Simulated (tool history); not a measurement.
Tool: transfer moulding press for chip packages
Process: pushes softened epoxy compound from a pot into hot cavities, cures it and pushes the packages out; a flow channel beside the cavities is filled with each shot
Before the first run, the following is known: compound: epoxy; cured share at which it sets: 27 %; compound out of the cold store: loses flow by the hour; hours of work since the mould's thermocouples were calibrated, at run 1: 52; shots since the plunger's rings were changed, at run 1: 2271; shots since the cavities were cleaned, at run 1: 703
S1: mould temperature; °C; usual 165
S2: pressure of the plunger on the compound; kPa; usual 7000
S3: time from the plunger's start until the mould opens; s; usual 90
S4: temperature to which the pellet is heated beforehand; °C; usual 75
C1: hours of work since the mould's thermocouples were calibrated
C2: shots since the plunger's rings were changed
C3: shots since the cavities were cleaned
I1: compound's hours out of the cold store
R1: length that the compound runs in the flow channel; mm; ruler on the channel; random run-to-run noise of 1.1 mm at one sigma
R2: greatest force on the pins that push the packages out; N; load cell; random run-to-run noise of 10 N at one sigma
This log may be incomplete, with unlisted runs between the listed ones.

{"run": 1, "hour": 0.0, "S1": 165, "S2": 7000, "S3": 90, "S4": 75, "C1": 52, "C2": 2271, "C3": 703, "I1": 40.4, "R1": 784, "R2": 746}
{"hour": 42.7, "done": "cavities cleaned with cleaning compound and waxed"}
{"run": 2, "hour": 48.3, "S1": 165, "S2": 7000, "S3": 90, "S4": 75, "C1": 74, "C2": 2674, "C3": 47, "I1": 16.6, "R1": 850, "R2": 514}
{"hour": 63.3, "done": "plunger's sealing rings changed"}
{"run": 3, "hour": 100.8, "S1": 165, "S2": 7000, "S3": 90, "S4": 75, "C1": 97, "C2": 323, "C3": 478, "I1": 34.8, "R1": 812, "R2": 688}
{"run": 4, "hour": 136.5, "S1": 165, "S2": 7000, "S3": 90, "S4": 75, "C1": 114, "C2": 630, "C3": 785, "I1": 38.9, "R1": 798, "R2": 739}
{"run": 5, "hour": 159.2, "S1": 165, "S2": 7000, "S3": 90, "S4": 75, "C1": 125, "C2": 826, "C3": 981, "I1": 20.1, "R1": 854, "R2": 790}
{"hour": 168.4, "done": "cavities cleaned with cleaning compound and waxed"}
{"run": 6, "hour": 202.8, "S1": 165, "S2": 7000, "S3": 90, "S4": 75, "C1": 144, "C2": 1188, "C3": 296, "I1": 36.2, "R1": 804, "R2": 617}
{"run": 7, "hour": 226.8, "S1": 158, "S2": 7000, "S3": 90, "S4": 75, "C1": 156, "C2": 1395, "C3": 503, "I1": 16.5, "R1": 884, "R2": 1234}
{"run": 8, "hour": 250.0, "S1": 158, "S2": 7000, "S3": 90, "S4": 75, "C1": 166, "C2": 1594, "C3": 702, "I1": 21.5, "R1": 869, "R2": 1282}
{"hour": 292.1, "done": "cavities cleaned with cleaning compound and waxed"}
{"run": 9, "hour": 293.0, "S1": 165, "S2": 7000, "S3": 90, "S4": 75, "C1": 186, "C2": 1952, "C3": 8, "I1": 44.6, "R1": 778, "R2": 443}
{"run": 10, "hour": 342.7, "S1": 165, "S2": 7000, "S3": 90, "S4": 75, "C1": 209, "C2": 2380, "C3": 436, "I1": 13.1, "R1": 867, "R2": 728}
{"hour": 391.5, "done": "plunger's sealing rings changed"}
{"run": 11, "hour": 392.4, "S1": 165, "S2": 7000, "S3": 90, "S4": 75, "C1": 231, "C2": 7, "C3": 842, "I1": 40.1, "R1": 798, "R2": 774}
{"hour": 421.5, "done": "cavities cleaned with cleaning compound and waxed"}
{"run": 12, "hour": 424.6, "S1": 165, "S2": 7000, "S3": 90, "S4": 75, "C1": 245, "C2": 272, "C3": 27, "I1": 24.4, "R1": 841, "R2": 494}
{"run": 13, "hour": 458.5, "S1": 165, "S2": 7000, "S3": 90, "S4": 75, "C1": 261, "C2": 563, "C3": 318, "I1": 9.6, "R1": 884, "R2": 686}
{"run": 14, "hour": 495.1, "S1": 165, "S2": 7000, "S3": 90, "S4": 75, "C1": 278, "C2": 878, "C3": 633, "I1": 45.3, "R1": 780, "R2": 724}
{"hour": 546.0, "done": "cavities cleaned with cleaning compound and waxed"}
{"run": 15, "hour": 551.8, "S1": 167, "S2": 7430, "S3": 90, "S4": 75, "C1": 304, "C2": 1354, "C3": 50, "I1": 46.2, "R1": 794, "R2": 421}
{"run": 16, "hour": 575.6, "S1": 167, "S2": 7430, "S3": 90, "S4": 75, "C1": 315, "C2": 1559, "C3": 255, "I1": 38.1, "R1": 812, "R2": 582}
{"run": 17, "hour": 616.5, "S1": 159, "S2": 5840, "S3": 100, "S4": 81, "C1": 334, "C2": 1911, "C3": 607, "I1": 8.9, "R1": 823, "R2": 952}
{"run": 18, "hour": 660.0, "S1": 159, "S2": 5840, "S3": 100, "S4": 81, "C1": 354, "C2": 2285, "C3": 981, "I1": 13.1, "R1": 807, "R2": 971}
{"hour": 671.8, "done": "cavities cleaned with cleaning compound and waxed"}
{"run": 19, "hour": 711.2, "S1": 159, "S2": 5840, "S3": 100, "S4": 81, "C1": 378, "C2": 2713, "C3": 339, "I1": 39.8, "R1": 733, "R2": 773}
{"hour": 720.8, "done": "plunger's sealing rings changed"}
{"run": 20, "hour": 746.3, "S1": 170, "S2": 7550, "S3": 118, "S4": 72, "C1": 393, "C2": 219, "C3": 620, "I1": 46.4, "R1": 796, "R2": 494}
{"run": 21, "hour": 793.2, "S1": 158, "S2": 7550, "S3": 99, "S4": 76, "C1": 415, "C2": 622, "C3": 1023, "I1": 37.4, "R1": 856, "R2": 1043}
{"hour": 797.6, "done": "cavities cleaned with cleaning compound and waxed"}
{"run": 22, "hour": 845.1, "S1": 166, "S2": 8350, "S3": 117, "S4": 72, "C1": 438, "C2": 1056, "C3": 408, "I1": 44.5, "R1": 851, "R2": 511}
{"run": 23, "hour": 880.1, "S1": 166, "S2": 8350, "S3": 117, "S4": 72, "C1": 454, "C2": 1358, "C3": 710, "I1": 15.5, "R1": 940, "R2": 549}
{"run": 24, "hour": 911.6, "S1": 166, "S2": 8350, "S3": 117, "S4": 72, "C1": 469, "C2": 1629, "C3": 981, "I1": 43.4, "R1": 851, "R2": 575}
{"hour": 922.9, "done": "cavities cleaned with cleaning compound and waxed"}
{"run": 25, "hour": 965.7, "S1": 167, "S2": 7000, "S3": 90, "S4": 75, "C1": 494, "C2": 2082, "C3": 368, "I1": 43.1, "R1": 773, "R2": 605}
{"hour": 976.1, "done": "mould's thermocouples calibrated"}
{"run": 26, "hour": 1022.9, "S1": 167, "S2": 7000, "S3": 90, "S4": 75, "C1": 22, "C2": 2557, "C3": 843, "I1": 17.6, "R1": 842, "R2": 673}
{"hour": 1050.7, "done": "plunger's sealing rings changed"}
{"hour": 1052.2, "done": "cavities cleaned with cleaning compound and waxed"}
{"run": 27, "hour": 1057.8, "S1": 159, "S2": 6730, "S3": 118, "S4": 71, "C1": 36, "C2": 48, "C3": 48, "I1": 45.1, "R1": 788, "R2": 448}

How the hidden state differs across the entries between the runs, from the last listed run before each to the first after it:
Logged between run 1 and run 2: cavities cleaned with cleaning compound and waxed (hour 42.7)
  true mould temperature over the reading, C: 0.05 -> 0.02; pressure that reaches the compound, % of what is set: 96.19 -> 95.64; grip of the stained cavities, % over clean ones': 67.7 -> 9.4
  the result without the hidden state subtracted from the measured one, R1: -15 -> -19 mm; R2: +299 -> +43 N
Logged between run 2 and run 3: plunger's sealing rings changed (hour 63.3)
  true mould temperature over the reading, C: 0.02 -> 0; pressure that reaches the compound, % of what is set: 95.64 -> 99.39; grip of the stained cavities, % over clean ones': 9.4 -> 56.3
  the result without the hidden state subtracted from the measured one, R1: -19 -> -2 mm; R2: +43 -> +250 N
Logged between run 5 and run 6: cavities cleaned with cleaning compound and waxed (hour 168.4)
  true mould temperature over the reading, C: -0.04 -> -0.06; pressure that reaches the compound, % of what is set: 98.65 -> 98.14; grip of the stained cavities, % over clean ones': 70.3 -> 43
  the result without the hidden state subtracted from the measured one, R1: -5 -> -7 mm; R2: +330 -> +188 N
Logged between run 8 and run 9: cavities cleaned with cleaning compound and waxed (hour 292.1)
  true mould temperature over the reading, C: -0.09 -> -0.12; pressure that reaches the compound, % of what is set: 97.58 -> 97.1; grip of the stained cavities, % over clean ones': 64.5 -> 1.5
  the result without the hidden state subtracted from the measured one, R1: -10 -> -11 mm; R2: +505 -> +10 N
Logged between run 10 and run 11: plunger's sealing rings changed (hour 391.5)
  true mould temperature over the reading, C: -0.15 -> -0.18; pressure that reaches the compound, % of what is set: 96.51 -> 99.23; grip of the stained cavities, % over clean ones': 51.8 -> 67.2
  the result without the hidden state subtracted from the measured one, R1: -15 -> -3 mm; R2: +251 -> +313 N
Logged between run 11 and run 12: cavities cleaned with cleaning compound and waxed (hour 421.5)
  true mould temperature over the reading, C: -0.18 -> -0.2; pressure that reaches the compound, % of what is set: 99.23 -> 98.84; grip of the stained cavities, % over clean ones': 67.2 -> 7.4
  the result without the hidden state subtracted from the measured one, R1: -3 -> -4 mm; R2: +313 -> +40 N
Logged between run 14 and run 15: cavities cleaned with cleaning compound and waxed (hour 546.0)
  true mould temperature over the reading, C: -0.24 -> -0.28; pressure that reaches the compound, % of what is set: 97.98 -> 97.32; grip of the stained cavities, % over clean ones': 62.2 -> 11
  the result without the hidden state subtracted from the measured one, R1: -7 -> -10 mm; R2: +281 -> +47 N
Logged between run 18 and run 19: cavities cleaned with cleaning compound and waxed (hour 671.8)
  true mould temperature over the reading, C: -0.34 -> -0.37; pressure that reaches the compound, % of what is set: 96 -> 95.39; grip of the stained cavities, % over clean ones': 69.7 -> 44.6
  the result without the hidden state subtracted from the measured one, R1: -16 -> -17 mm; R2: +416 -> +253 N
Logged between run 19 and run 20: plunger's sealing rings changed (hour 720.8)
  true mould temperature over the reading, C: -0.37 -> -0.39; pressure that reaches the compound, % of what is set: 95.39 -> 99.06; grip of the stained cavities, % over clean ones': 44.6 -> 60
  the result without the hidden state subtracted from the measured one, R1: -17 -> -3 mm; R2: +253 -> +184 N
Logged between run 21 and run 22: cavities cleaned with cleaning compound and waxed (hour 797.6)
  true mould temperature over the reading, C: -0.42 -> -0.45; pressure that reaches the compound, % of what is set: 98.48 -> 97.82; grip of the stained cavities, % over clean ones': 69.6 -> 49.8
  the result without the hidden state subtracted from the measured one, R1: -6 -> -8 mm; R2: +447 -> +172 N
Logged between run 24 and run 25: cavities cleaned with cleaning compound and waxed (hour 922.9)
  true mould temperature over the reading, C: -0.49 -> -0.52; pressure that reaches the compound, % of what is set: 97 -> 96.32; grip of the stained cavities, % over clean ones': 69.7 -> 47.3
  the result without the hidden state subtracted from the measured one, R1: -11 -> -13 mm; R2: +235 -> +202 N
Logged between run 25 and run 26: mould's thermocouples calibrated (hour 976.1)
  true mould temperature over the reading, C: -0.52 -> 0.04; pressure that reaches the compound, % of what is set: 96.32 -> 95.62; grip of the stained cavities, % over clean ones': 47.3 -> 67.5
  the result without the hidden state subtracted from the measured one, R1: -13 -> -20 mm; R2: +202 -> +268 N
Logged between run 26 and run 27: plunger's sealing rings changed (hour 1050.7); cavities cleaned with cleaning compound and waxed (hour 1052.2)
  true mould temperature over the reading, C: 0.04 -> 0.02; pressure that reaches the compound, % of what is set: 95.62 -> 99.41; grip of the stained cavities, % over clean ones': 67.5 -> 11.5
  the result without the hidden state subtracted from the measured one, R1: -20 -> -2 mm; R2: +268 -> +45 N
